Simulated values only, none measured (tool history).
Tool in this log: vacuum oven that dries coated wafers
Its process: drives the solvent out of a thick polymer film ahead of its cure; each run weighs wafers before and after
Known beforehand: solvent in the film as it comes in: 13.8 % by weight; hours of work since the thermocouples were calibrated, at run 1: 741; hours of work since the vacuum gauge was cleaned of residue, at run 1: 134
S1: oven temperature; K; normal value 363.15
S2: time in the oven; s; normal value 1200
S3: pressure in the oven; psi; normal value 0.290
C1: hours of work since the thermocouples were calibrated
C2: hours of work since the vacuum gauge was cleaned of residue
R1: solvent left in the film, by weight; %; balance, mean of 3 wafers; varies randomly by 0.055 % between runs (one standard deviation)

run 1 hour=0.0 | S1=363.15 S2=1200 S3=0.290 | C1=741 C2=134 | R1=2.17
run 2 hour=7.0 | S1=363.15 S2=1200 S3=0.290 | C1=744 C2=137 | R1=2.21
run 3 hour=16.0 | S1=363.15 S2=1200 S3=0.290 | C1=749 C2=142 | R1=2.22
run 4 hour=22.8 | S1=363.15 S2=1200 S3=0.290 | C1=752 C2=145 | R1=2.15
run 5 hour=35.6 | S1=363.15 S2=1200 S3=0.290 | C1=759 C2=151 | R1=2.16
run 6 hour=50.6 | S1=363.15 S2=1200 S3=0.290 | C1=766 C2=159 | R1=2.27
run 7 hour=61.2 | S1=363.15 S2=1200 S3=0.290 | C1=771 C2=164 | R1=2.16
run 8 hour=70.7 | S1=363.15 S2=1200 S3=0.290 | C1=776 C2=169 | R1=2.25
run 9 hour=85.2 | S1=363.15 S2=1200 S3=0.290 | C1=784 C2=176 | R1=2.27
run 10 hour=95.2 | S1=363.15 S2=1200 S3=0.290 | C1=788 C2=181 | R1=2.19
run 11 hour=104.0 | S1=363.15 S2=1260 S3=0.290 | C1=793 C2=186 | R1=2.15
run 12 hour=118.6 | S1=363.15 S2=1260 S3=0.290 | C1=800 C2=193 | R1=2.06
run 13 hour=131.8 | S1=363.15 S2=1260 S3=0.290 | C1=807 C2=200 | R1=2.09
run 14 hour=139.7 | S1=363.15 S2=1200 S3=0.290 | C1=811 C2=203 | R1=2.25
run 15 hour=153.4 | S1=363.15 S2=1200 S3=0.290 | C1=818 C2=210 | R1=2.18
run 16 hour=166.8 | S1=363.15 S2=1200 S3=0.290 | C1=824 C2=217 | R1=2.20
run 17 hour=180.9 | S1=363.15 S2=2040 S3=0.290 | C1=831 C2=224 | R1=1.67
run 18 hour=193.0 | S1=363.15 S2=2040 S3=0.290 | C1=837 C2=230 | R1=1.57
run 19 hour=204.0 | S1=363.15 S2=2040 S3=0.290 | C1=843 C2=236 | R1=1.59
run 20 hour=211.0 | S1=363.15 S2=1200 S3=0.155 | C1=846 C2=239 | R1=1.59
run 21 hour=218.6 | S1=371.15 S2=720 S3=0.741 | C1=850 C2=243 | R1=3.34
run 22 hour=231.4 | S1=351.15 S2=660 S3=0.364 | C1=857 C2=249 | R1=7.33
run 23 hour=242.8 | S1=376.15 S2=1620 S3=0.238 | C1=862 C2=255 | R1=0.70
run 24 hour=250.5 | S1=376.15 S2=1620 S3=0.238 | C1=866 C2=259 | R1=0.81
run 25 hour=262.2 | S1=371.15 S2=1200 S3=0.290 | C1=872 C2=265 | R1=1.31
run 26 hour=269.4 | S1=369.15 S2=1080 S3=0.943 | C1=876 C2=268 | R1=4.05
run 27 hour=275.9 | S1=353.15 S2=1200 S3=0.985 | C1=879 C2=272 | R1=8.68
run 28 hour=284.9 | S1=363.15 S2=1200 S3=0.985 | C1=883 C2=276 | R1=5.52
run 29 hour=300.0 | S1=363.15 S2=840 S3=0.837 | C1=891 C2=284 | R1=5.43
run 30 hour=310.1 | S1=363.15 S2=720 S3=0.468 | C1=896 C2=289 | R1=4.33
run 31 hour=316.5 | S1=363.15 S2=720 S3=0.468 | C1=899 C2=292 | R1=4.31
run 32 hour=324.9 | S1=365.15 S2=1140 S3=0.290 | C1=903 C2=296 | R1=1.92
run 33 hour=336.4 | S1=368.15 S2=900 S3=0.519 | C1=909 C2=302 | R1=2.82
run 34 hour=343.9 | S1=375.15 S2=720 S3=0.290 | C1=913 C2=306 | R1=1.41
run 35 hour=354.9 | S1=369.15 S2=1680 S3=0.290 | C1=918 C2=311 | R1=1.26
run 36 hour=361.8 | S1=351.15 S2=1200 S3=0.157 | C1=922 C2=315 | R1=4.22
run 37 hour=370.9 | S1=363.15 S2=1200 S3=0.666 | C1=926 C2=319 | R1=4.05
run 38 hour=379.1 | S1=374.15 S2=1200 S3=0.290 | C1=931 C2=323 | R1=0.98

Predict each of these 3 candidate next runs independently; none follows another, all start after run 38:
run A hour=385.5 | S1=370.15 S2=1800 S3=0.276 | C1=934 C2=326 | R1=?
run B hour=385.5 | S1=374.15 S2=1860 S3=0.290 | C1=934 C2=326 | R1=?
run C hour=385.5 | S1=357.15 S2=840 S3=0.315 | C1=934 C2=326 | R1=?

run=A R1=1.05
run=B R1=1.06
run=C R1=4.64
Stripped of hidden state, with their random variation kept, the same runs would have yielded:
run=A R1=1.02
run=B R1=1.03
run=C R1=4.72

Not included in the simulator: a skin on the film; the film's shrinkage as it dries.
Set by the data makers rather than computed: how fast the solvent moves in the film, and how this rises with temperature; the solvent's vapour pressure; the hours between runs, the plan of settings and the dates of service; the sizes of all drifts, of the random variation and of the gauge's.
